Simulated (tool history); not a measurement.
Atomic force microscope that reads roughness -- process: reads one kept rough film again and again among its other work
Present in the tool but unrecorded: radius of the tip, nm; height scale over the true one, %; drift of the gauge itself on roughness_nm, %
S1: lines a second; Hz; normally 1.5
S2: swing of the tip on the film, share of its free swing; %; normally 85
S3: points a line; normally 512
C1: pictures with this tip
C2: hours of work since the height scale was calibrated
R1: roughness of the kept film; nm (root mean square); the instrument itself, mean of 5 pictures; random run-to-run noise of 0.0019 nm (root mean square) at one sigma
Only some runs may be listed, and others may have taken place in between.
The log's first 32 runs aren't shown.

run    hour    S1  S2   S3   C1    C2     R1
 33   794.3  0.59  80  500  134  1093  0.488
 34   815.1   1.5  85  561  163  1107  0.463
 35   850.8   1.5  84  320  213  1131  0.457
 36   878.5   1.5  84  320  251  1150  0.452
      881.8  -- new tip fitted
 37   898.6   1.5  68  512   24  1163  0.481
 38     918  0.55  61  799   51  1176  0.501
 39   951.9  1.08  79  677   98  1199  0.481
 40   981.8  0.83  79  892  140  1219  0.487
 41  1012.4  2.14  79  512  182  1240  0.457
 42  1034.3  2.82  79  512  213  1254  0.443
 43  1056.7  2.82  79  512  244  1270  0.447
       1067  -- new tip fitted
 44  1079.3  2.82  79  512   17  1285   0.45
 45  1111.3  2.82  79  512   61  1306  0.446
 46  1144.8  2.82  65  337  108  1329  0.471
 47  1168.1  2.82  65  337  140  1344  0.467
 48  1184.4  2.88  62  473  163  1355  0.473
 49  1200.7   1.9  64  482  186  1366  0.485

Predict the results of run 50:
 50  1232.6  2.19  85  512  230  1388   ?

For run 50 the tool returned R1 0.446 nm (root mean square).
Had the tool carried no hidden state, the very same run would have given R1 0.447 nm (root mean square).
